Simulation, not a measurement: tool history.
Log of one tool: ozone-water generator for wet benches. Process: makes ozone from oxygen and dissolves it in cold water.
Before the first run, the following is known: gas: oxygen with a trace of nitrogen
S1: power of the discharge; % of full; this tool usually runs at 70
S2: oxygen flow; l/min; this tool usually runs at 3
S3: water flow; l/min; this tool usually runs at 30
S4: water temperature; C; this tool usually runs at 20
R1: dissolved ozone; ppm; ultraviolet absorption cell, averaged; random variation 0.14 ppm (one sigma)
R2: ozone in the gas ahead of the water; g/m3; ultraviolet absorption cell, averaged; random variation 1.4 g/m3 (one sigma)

run 1 hour=0 | S1=70 S2=3 S3=30 S4=20 | R1=15.8 R2=258.7
run 2 hour=43.6 | S1=71 S2=3 S3=30 S4=20 | R1=15.9 R2=261.1
run 3 hour=75.3 | S1=71 S2=3 S3=30 S4=20 | R1=15.9 R2=261
run 4 hour=115.9 | S1=71 S2=3 S3=30 S4=20 | R1=15.7 R2=259
run 5 hour=137.3 | S1=70 S2=3.68 S3=30 S4=20 | R1=17.2 R2=243
run 6 hour=156 | S1=70 S2=3.68 S3=30 S4=20 | R1=16.8 R2=240.5
run 7 hour=196.7 | S1=70 S2=3.68 S3=30 S4=20 | R1=16.6 R2=240
run 8 hour=218 | S1=70 S2=3.68 S3=30 S4=20 | R1=17 R2=240.2
run 9 hour=247.9 | S1=70 S2=3.68 S3=30 S4=20 | R1=17 R2=241
run 10 hour=273.7 | S1=70 S2=3.68 S3=30 S4=20 | R1=17.1 R2=240.4
run 11 hour=297.3 | S1=70 S2=3.68 S3=30 S4=20 | R1=16.9 R2=242.3
run 12 hour=335.1 | S1=70 S2=3.68 S3=30 S4=20 | R1=16.8 R2=240.8
run 13 hour=359.7 | S1=70 S2=3.68 S3=30 S4=20 | R1=17 R2=239.2
run 14 hour=390.1 | S1=70 S2=3.68 S3=30 S4=20 | R1=17.1 R2=238.6
run 15 hour=429.5 | S1=70 S2=3.68 S3=30 S4=20 | R1=16.8 R2=235.2
run 16 hour=450.5 | S1=57 S2=3 S3=30 S4=20 | R1=13.3 R2=218.8
run 17 hour=475.4 | S1=70 S2=3 S3=30 S4=20 | R1=15.7 R2=254.1
run 18 hour=497.3 | S1=70 S2=3.12 S3=30 S4=20 | R1=15.9 R2=252.7
run 19 hour=527.7 | S1=67 S2=4.5 S3=34 S4=13 | R1=16.6 R2=216.8
run 20 hour=549.9 | S1=67 S2=4.5 S3=34 S4=13 | R1=16.7 R2=215.7
run 21 hour=570.6 | S1=67 S2=4.17 S3=24 S4=26 | R1=19.5 R2=220.3
run 22 hour=594.5 | S1=70 S2=3.83 S3=30 S4=20 | R1=17.2 R2=234
run 23 hour=623 | S1=55 S2=3.83 S3=30 S4=13 | R1=15.3 R2=195.2
run 24 hour=644.9 | S1=92 S2=4.52 S3=45 S4=15 | R1=15.8 R2=270.6
run 25 hour=676.7 | S1=92 S2=4.26 S3=18 S4=14 | R1=35.3 R2=274.5
-- hour=700.4 gauge calibrated
run 26 hour=717.7 | S1=92 S2=4.26 S3=18 S4=14 | R1=35.8 R2=282.3
run 27 hour=737.8 | S1=92 S2=4.26 S3=18 S4=14 | R1=34.9 R2=282.4
run 28 hour=780 | S1=65 S2=4.28 S3=26 S4=14 | R1=20.4 R2=218.6
run 29 hour=807.8 | S1=65 S2=4.28 S3=26 S4=14 | R1=20.5 R2=216.6
run 30 hour=852.2 | S1=58 S2=1.95 S3=29 S4=12 | R1=11.7 R2=258.8
run 31 hour=870.7 | S1=63 S2=1.95 S3=29 S4=12 | R1=12.8 R2=275.3
run 32 hour=898.3 | S1=63 S2=1.95 S3=29 S4=12 | R1=12.7 R2=274.6
run 33 hour=917.6 | S1=50 S2=1.56 S3=40 S4=19 | R1=6.5 R2=248.4

Each run again, without the hidden state but with its own random variation kept:
The tool's hidden condition here consists of: yield of the discharge, % of new electrodes'; contactor's efficiency, % of a clean one's; true water temperature over the reading, C; drift of the gauge itself on ozone_ppm, %; drift of the gauge itself on gas_g_m3, %.
run=1 R2=258.8
run=2 R2=261.6
run=3 R2=261.9
run=4 R2=260.3
run=5 R2=244.4
run=6 R2=242.2
run=7 R2=242.1
run=8 R2=242.5
run=9 R2=243.6
run=10 R2=243.3
run=11 R2=245.5
run=12 R2=244.3
run=13 R2=243
run=14 R2=242.7
run=15 R2=239.7
run=16 R2=223.2
run=17 R2=259.5
run=18 R2=258.2
run=19 R2=221.8
run=20 R2=221
run=21 R2=225.9
run=22 R2=240.1
run=23 R2=200.6
run=24 R2=278.4
run=25 R2=282.8
run=26 R2=282.6
run=27 R2=283
run=28 R2=219.4
run=29 R2=217.6
run=30 R2=260.5
run=31 R2=277.4
run=32 R2=277.1
run=33 R2=250.8
For R1, the value without the hidden state is never more than 0.1 ppm from the measured value.
